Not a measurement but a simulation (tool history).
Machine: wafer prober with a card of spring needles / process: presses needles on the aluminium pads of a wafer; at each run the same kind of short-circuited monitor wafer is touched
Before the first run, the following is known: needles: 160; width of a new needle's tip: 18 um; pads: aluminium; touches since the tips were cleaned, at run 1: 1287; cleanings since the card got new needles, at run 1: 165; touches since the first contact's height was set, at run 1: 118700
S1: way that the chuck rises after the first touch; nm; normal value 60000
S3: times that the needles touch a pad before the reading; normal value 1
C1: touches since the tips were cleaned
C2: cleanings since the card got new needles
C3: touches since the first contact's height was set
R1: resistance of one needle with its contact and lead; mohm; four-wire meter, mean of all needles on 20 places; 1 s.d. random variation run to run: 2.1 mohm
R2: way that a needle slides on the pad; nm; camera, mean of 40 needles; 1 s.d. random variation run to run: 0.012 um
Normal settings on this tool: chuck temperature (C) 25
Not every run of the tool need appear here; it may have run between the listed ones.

Run 1, hour 0.0: usual settings; C1 1287; C2 165; C3 118700. Result: R1 254 mohm, R2 10710 nm.
At hour 11.5: tips cleaned on abrasive film.
At hour 25.8: tips cleaned on abrasive film.
At hour 40.1: tips cleaned on abrasive film.
At hour 49.0: height of the first contact set anew.
At hour 51.9: tips cleaned on abrasive film.
At hour 63.4: tips cleaned on abrasive film.
At hour 77.7: tips cleaned on abrasive film.
Run 2, hour 83.6: usual settings; C1 3545; C2 171; C3 20562. Result: R1 298 mohm, R2 10800 nm.
At hour 89.4: tips cleaned on abrasive film.
At hour 103.7: tips cleaned on abrasive film.
At hour 115.2: tips cleaned on abrasive film.
At hour 129.5: tips cleaned on abrasive film.
Run 3, hour 140.7: usual settings; C1 6658; C2 175; C3 54447. Result: R1 313 mohm, R2 10770 nm.
At hour 143.6: tips cleaned on abrasive film.
At hour 155.1: tips cleaned on abrasive film.
At hour 166.6: tips cleaned on abrasive film.
At hour 180.9: tips cleaned on abrasive film.
At hour 192.4: tips cleaned on abrasive film.
Run 4, hour 193.0: usual settings; C1 356; C2 180; C3 85433. Result: R1 243 mohm, R2 10710 nm.
At hour 204.4: tips cleaned on abrasive film.
At hour 218.8: tips cleaned on abrasive film.
At hour 233.1: tips cleaned on abrasive film.
At hour 247.4: tips cleaned on abrasive film.
At hour 261.7: tips cleaned on abrasive film.
Run 5, hour 273.1: usual settings; C1 6790; C2 185; C3 133063. Result: R1 317 mohm, R2 10670 nm.
At hour 276.0: tips cleaned on abrasive film.
At hour 287.5: tips cleaned on abrasive film.
At hour 299.2: height of the first contact set anew.
At hour 302.1: tips cleaned on abrasive film.
At hour 316.4: tips cleaned on abrasive film.
Run 6, hour 322.3: usual settings but chuck temperature (C) 113; C1 3542; C2 189; C3 13752. Result: R1 307 mohm, R2 10850 nm.
At hour 328.1: tips cleaned on abrasive film.
At hour 339.6: tips cleaned on abrasive film.
At hour 353.9: tips cleaned on abrasive film.
At hour 368.2: tips cleaned on abrasive film.
At hour 382.6: tips cleaned on abrasive film.
Run 7, hour 383.0: usual settings but chuck temperature (C) 113; C1 250; C2 194; C3 49731. Result: R1 267 mohm, R2 10790 nm.
At hour 394.5: tips cleaned on abrasive film.
At hour 408.8: tips cleaned on abrasive film.
At hour 423.1: tips cleaned on abrasive film.
Run 8, hour 433.7: usual settings but chuck temperature (C) 113, S3 2; C1 6335; C2 197; C3 79890. Result: R1 300 mohm, R2 10750 nm.
At hour 436.6: tips cleaned on abrasive film.
At hour 451.0: tips cleaned on abrasive film.
At hour 465.3: tips cleaned on abrasive film.
At hour 479.6: tips cleaned on abrasive film.
At hour 493.9: tips cleaned on abrasive film.
At hour 508.2: tips cleaned on abrasive film.
At hour 522.6: tips cleaned on abrasive film.
Run 9, hour 533.9: usual settings; C1 6753; C2 204; C3 139393. Result: R1 313 mohm, R2 10680 nm.
At hour 536.8: tips cleaned on abrasive film.
At hour 548.5: height of the first contact set anew.
At hour 551.4: tips cleaned on abrasive film.
At hour 562.9: tips cleaned on abrasive film.
At hour 577.2: tips cleaned on abrasive film.
At hour 591.5: tips cleaned on abrasive film.
At hour 605.9: tips cleaned on abrasive film.
At hour 618.1: tips cleaned on abrasive film.
Run 10, hour 618.1: usual settings; C1 0; C2 211; C3 41294. Result: R1 236 mohm, R2 10800 nm.
At hour 629.6: tips cleaned on abrasive film.
At hour 641.1: tips cleaned on abrasive film.
At hour 652.5: tips cleaned on abrasive film.
At hour 666.9: tips cleaned on abrasive film.
At hour 678.3: tips cleaned on abrasive film.
Run 11, hour 679.9: usual settings; C1 936; C2 216; C3 77966. Result: R1 255 mohm, R2 10750 nm.
At hour 691.4: tips cleaned on abrasive film.
At hour 702.8: tips cleaned on abrasive film.
At hour 717.2: tips cleaned on abrasive film.
At hour 728.6: tips cleaned on abrasive film.
At hour 743.0: tips cleaned on abrasive film.
At hour 754.4: tips cleaned on abrasive film.
At hour 768.3: tips cleaned on abrasive film.
Run 12, hour 768.3: usual settings but chuck temperature (C) 52, S3 2; C1 0; C2 223; C3 130412. Result: R1 246 mohm, R2 10680 nm.
At hour 779.7: tips cleaned on abrasive film.
At hour 794.1: tips cleaned on abrasive film.
At hour 800.0: height of the first contact set anew.
At hour 808.7: tips cleaned on abrasive film.
At hour 820.2: tips cleaned on abrasive film.
At hour 831.6: tips cleaned on abrasive film.
At hour 846.0: tips cleaned on abrasive film.
At hour 860.3: tips cleaned on abrasive film.
Run 13, hour 862.9: usual settings; C1 1588; C2 230; C3 37322. Result: R1 267 mohm, R2 10800 nm.
At hour 874.4: tips cleaned on abrasive film.
At hour 886.4: card fitted with new needles.
At hour 900.7: tips cleaned on abrasive film.
At hour 912.2: tips cleaned on abrasive film.
At hour 926.5: tips cleaned on abrasive film.
At hour 940.8: tips cleaned on abrasive film.
Run 14, hour 946.9: usual settings; C1 3594; C2 4; C3 35924. Result: R1 270 mohm, R2 10820 nm.
At hour 952.6: tips cleaned on abrasive film.
At hour 964.1: tips cleaned on abrasive film.
At hour 975.6: tips cleaned on abrasive film.
At hour 989.9: tips cleaned on abrasive film.
Run 15, hour 992.0: usual settings; C1 1245; C2 8; C3 62694. Result: R1 252 mohm, R2 10790 nm.
At hour 1003.5: tips cleaned on abrasive film.
At hour 1014.9: tips cleaned on abrasive film.
At hour 1029.3: tips cleaned on abrasive film.
At hour 1043.6: tips cleaned on abrasive film.
At hour 1057.9: tips cleaned on abrasive film.
At hour 1072.0: tips cleaned on abrasive film.
Run 16, hour 1072.0: usual settings but S1 49000 nm; C1 0; C2 14; C3 110197. Result: R1 240 mohm, R2 8710 nm.
At hour 1086.3: tips cleaned on abrasive film.
At hour 1100.6: tips cleaned on abrasive film.
At hour 1115.0: tips cleaned on abrasive film.
At hour 1129.3: tips cleaned on abrasive film.
At hour 1135.3: height of the first contact set anew.
Run 17, hour 1136.0: usual settings but chuck temperature (C) 113; C1 3870; C2 18; C3 467. Result: R1 291 mohm, R2 10860 nm.
At hour 1141.8: tips cleaned on abrasive film.
At hour 1153.3: tips cleaned on abrasive film.
At hour 1164.8: tips cleaned on abrasive film.
At hour 1179.1: tips cleaned on abrasive film.
At hour 1193.4: tips cleaned on abrasive film.
Run 18, hour 1198.4: usual settings but S1 61000 nm, chuck temperature (C) 41; C1 2971; C2 23; C3 37470. Result: R1 272 mohm, R2 10960 nm.
At hour 1207.0: tips cleaned on abrasive film.
At hour 1221.4: tips cleaned on abrasive film.
At hour 1235.7: tips cleaned on abrasive film.
At hour 1250.0: tips cleaned on abrasive film.
At hour 1264.3: tips cleaned on abrasive film.
At hour 1278.6: tips cleaned on abrasive film.
Run 19, hour 1284.7: usual settings but S1 65000 nm, chuck temperature (C) 36, S3 2; C1 3649; C2 29; C3 88764. Result: R1 256 mohm, R2 11640 nm.
At hour 1290.5: tips cleaned on abrasive film.
At hour 1304.8: tips cleaned on abrasive film.
At hour 1319.2: tips cleaned on abrasive film.
At hour 1330.6: tips cleaned on abrasive film.
Run 20, hour 1333.5: usual settings but S1 79000 nm, chuck temperature (C) 50, S3 2; C1 1733; C2 33; C3 117720. Result: R1 249 mohm, R2 14150 nm.
At hour 1342.2: tips cleaned on abrasive film.
At hour 1356.5: tips cleaned on abrasive film.
At hour 1368.0: tips cleaned on abrasive film.
Run 21, hour 1375.2: usual settings but S1 78000 nm, chuck temperature (C) 58, S3 2; C1 4293; C2 36; C3 142456. Result: R1 255 mohm, R2 13930 nm.
At hour 1381.0: tips cleaned on abrasive film.
At hour 1387.0: height of the first contact set anew.
At hour 1392.7: tips cleaned on abrasive film.
At hour 1404.2: tips cleaned on abrasive film.
At hour 1418.5: tips cleaned on abrasive film.
At hour 1430.0: tips cleaned on abrasive film.
At hour 1444.3: tips cleaned on abrasive film.
At hour 1458.7: tips cleaned on abrasive film.
Run 22, hour 1459.1: usual settings but S1 46000 nm, chuck temperature (C) 114; C1 259; C2 43; C3 42800. Result: R1 265 mohm, R2 8270 nm.

What if the next run were any one of these 3? Each begins from the tool's condition after run 22:
At hour 1470.6: tips cleaned on abrasive film.
At hour 1484.9: tips cleaned on abrasive film.
At hour 1499.2: tips cleaned on abrasive film.
At hour 1513.5: tips cleaned on abrasive film.
At hour 1527.8: tips cleaned on abrasive film.
At hour 1542.2: tips cleaned on abrasive film.
Run A, hour 1549.9: usual settings but S1 67000 nm, chuck temperature (C) 60, S3 2; C1 4653; C2 49; C3 96796. Result: R1 ?, R2 ?.
At hour 1470.6: tips cleaned on abrasive film.
At hour 1484.9: tips cleaned on abrasive film.
At hour 1499.2: tips cleaned on abrasive film.
At hour 1513.5: tips cleaned on abrasive film.
At hour 1527.8: tips cleaned on abrasive film.
At hour 1542.2: tips cleaned on abrasive film.
Run B, hour 1549.9: usual settings but S1 46000 nm, chuck temperature (C) 114, S3 2; C1 4653; C2 49; C3 96796. Result: R1 ?, R2 ?.
At hour 1470.6: tips cleaned on abrasive film.
At hour 1484.9: tips cleaned on abrasive film.
At hour 1499.2: tips cleaned on abrasive film.
At hour 1513.5: tips cleaned on abrasive film.
At hour 1527.8: tips cleaned on abrasive film.
At hour 1542.2: tips cleaned on abrasive film.
Run C, hour 1549.9: usual settings but S1 45000 nm, chuck temperature (C) 50, S3 2; C1 4653; C2 49; C3 96796. Result: R1 ?, R2 ?.

run   R1     R2
  A  266  12010
  B  312   8200
  C  301   8020
Without the tool's hidden state the same runs would have given:
run   R1     R2
  A  238  12130
  B  260   8320
  C  241   8140
